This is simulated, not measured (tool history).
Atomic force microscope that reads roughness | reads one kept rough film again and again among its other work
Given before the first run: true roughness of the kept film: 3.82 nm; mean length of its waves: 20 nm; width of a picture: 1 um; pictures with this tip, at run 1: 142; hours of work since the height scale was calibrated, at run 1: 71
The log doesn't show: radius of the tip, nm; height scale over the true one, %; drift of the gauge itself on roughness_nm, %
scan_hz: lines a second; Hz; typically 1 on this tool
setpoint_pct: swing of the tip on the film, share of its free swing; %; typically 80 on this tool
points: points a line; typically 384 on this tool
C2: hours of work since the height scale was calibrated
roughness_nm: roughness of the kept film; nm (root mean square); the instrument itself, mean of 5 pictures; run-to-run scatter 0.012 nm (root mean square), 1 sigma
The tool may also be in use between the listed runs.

{"run": 1, "hour": 0.0, "scan_hz": 1, "setpoint_pct": 80, "points": 384, "pictures with this tip": 142, "C2": 71, "roughness_nm": 2.016}
{"run": 2, "hour": 6.6, "scan_hz": 1, "setpoint_pct": 80, "points": 523, "pictures with this tip": 150, "C2": 76, "roughness_nm": 2.011}
{"run": 3, "hour": 11.7, "scan_hz": 1, "setpoint_pct": 80, "points": 523, "pictures with this tip": 156, "C2": 79, "roughness_nm": 1.971}
{"run": 4, "hour": 20.5, "scan_hz": 1, "setpoint_pct": 80, "points": 523, "pictures with this tip": 166, "C2": 85, "roughness_nm": 1.944}
{"run": 5, "hour": 29.7, "scan_hz": 1.2, "setpoint_pct": 80, "points": 384, "pictures with this tip": 177, "C2": 91, "roughness_nm": 1.87}
{"run": 6, "hour": 39.7, "scan_hz": 1.2, "setpoint_pct": 80, "points": 384, "pictures with this tip": 188, "C2": 97, "roughness_nm": 1.818}
{"run": 7, "hour": 48.0, "scan_hz": 1.2, "setpoint_pct": 80, "points": 384, "pictures with this tip": 198, "C2": 103, "roughness_nm": 1.82}
{"run": 8, "hour": 54.0, "scan_hz": 1, "setpoint_pct": 80, "points": 384, "pictures with this tip": 205, "C2": 107, "roughness_nm": 1.812}
{"run": 9, "hour": 58.7, "scan_hz": 1, "setpoint_pct": 80, "points": 564, "pictures with this tip": 210, "C2": 110, "roughness_nm": 1.815}
{"run": 10, "hour": 65.3, "scan_hz": 1, "setpoint_pct": 80, "points": 564, "pictures with this tip": 218, "C2": 114, "roughness_nm": 1.778}
{"hour": 69.3, "done": "new tip fitted"}
{"run": 11, "hour": 71.1, "scan_hz": 1, "setpoint_pct": 57, "points": 384, "pictures with this tip": 2, "C2": 118, "roughness_nm": 2.844}
{"run": 12, "hour": 81.8, "scan_hz": 1, "setpoint_pct": 57, "points": 700, "pictures with this tip": 15, "C2": 125, "roughness_nm": 2.802}
{"run": 13, "hour": 86.6, "scan_hz": 1, "setpoint_pct": 57, "points": 700, "pictures with this tip": 20, "C2": 128, "roughness_nm": 2.748}
{"run": 14, "hour": 96.6, "scan_hz": 1, "setpoint_pct": 57, "points": 700, "pictures with this tip": 32, "C2": 135, "roughness_nm": 2.674}
{"run": 15, "hour": 102.4, "scan_hz": 2.83, "setpoint_pct": 80, "points": 830, "pictures with this tip": 39, "C2": 138, "roughness_nm": 2.19}
{"run": 16, "hour": 108.3, "scan_hz": 1, "setpoint_pct": 73, "points": 840, "pictures with this tip": 45, "C2": 142, "roughness_nm": 2.518}
{"hour": 109.8, "done": "height scale calibrated on a step standard"}
{"run": 17, "hour": 115.6, "scan_hz": 0.78, "setpoint_pct": 79, "points": 384, "pictures with this tip": 53, "C2": 4, "roughness_nm": 2.453}
{"run": 18, "hour": 121.6, "scan_hz": 0.78, "setpoint_pct": 71, "points": 384, "pictures with this tip": 60, "C2": 8, "roughness_nm": 2.454}
{"run": 19, "hour": 131.5, "scan_hz": 0.78, "setpoint_pct": 71, "points": 384, "pictures with this tip": 71, "C2": 14, "roughness_nm": 2.411}
{"run": 20, "hour": 141.4, "scan_hz": 0.78, "setpoint_pct": 71, "points": 384, "pictures with this tip": 83, "C2": 21, "roughness_nm": 2.334}
{"run": 21, "hour": 148.4, "scan_hz": 2.25, "setpoint_pct": 58, "points": 446, "pictures with this tip": 91, "C2": 25, "roughness_nm": 2.304}
{"run": 22, "hour": 158.3, "scan_hz": 2.25, "setpoint_pct": 58, "points": 446, "pictures with this tip": 102, "C2": 32, "roughness_nm": 2.239}
{"run": 23, "hour": 166.2, "scan_hz": 1.23, "setpoint_pct": 88, "points": 484, "pictures with this tip": 111, "C2": 37, "roughness_nm": 2.009}
{"hour": 169.2, "done": "height scale calibrated on a step standard, once more"}
{"run": 24, "hour": 174.0, "scan_hz": 1.23, "setpoint_pct": 88, "points": 484, "pictures with this tip": 119, "C2": 3, "roughness_nm": 1.968}
{"run": 25, "hour": 179.1, "scan_hz": 0.62, "setpoint_pct": 57, "points": 620, "pictures with this tip": 125, "C2": 7, "roughness_nm": 2.235}
{"run": 26, "hour": 186.9, "scan_hz": 0.72, "setpoint_pct": 58, "points": 749, "pictures with this tip": 134, "C2": 12, "roughness_nm": 2.171}
{"run": 27, "hour": 195.1, "scan_hz": 1, "setpoint_pct": 70, "points": 659, "pictures with this tip": 144, "C2": 17, "roughness_nm": 2.09}

Each row is a separate what-if for the run after 27, all from the same tool condition, not one after another. Results?
{"run": "A", "hour": 205.2, "scan_hz": 1.07, "setpoint_pct": 80, "points": 384, "pictures with this tip": 156, "C2": 24, "roughness_nm": "?"}
{"run": "B", "hour": 205.2, "scan_hz": 3.22, "setpoint_pct": 80, "points": 384, "pictures with this tip": 156, "C2": 24, "roughness_nm": "?"}
{"run": "C", "hour": 205.2, "scan_hz": 1, "setpoint_pct": 72, "points": 924, "pictures with this tip": 156, "C2": 24, "roughness_nm": "?"}
{"run": "D", "hour": 205.2, "scan_hz": 1.19, "setpoint_pct": 56, "points": 659, "pictures with this tip": 156, "C2": 24, "roughness_nm": "?"}
{"run": "E", "hour": 205.2, "scan_hz": 1.55, "setpoint_pct": 70, "points": 399, "pictures with this tip": 156, "C2": 24, "roughness_nm": "?"}

run=A roughness_nm=1.937
run=B roughness_nm=1.651
run=C roughness_nm=2.021
run=D roughness_nm=2.065
run=E roughness_nm=1.952
Had the tool no hidden state, the same runs would have come out as:
run=A roughness_nm=2.727
run=B roughness_nm=2.324
run=C roughness_nm=2.844
run=D roughness_nm=2.905
run=E roughness_nm=2.75
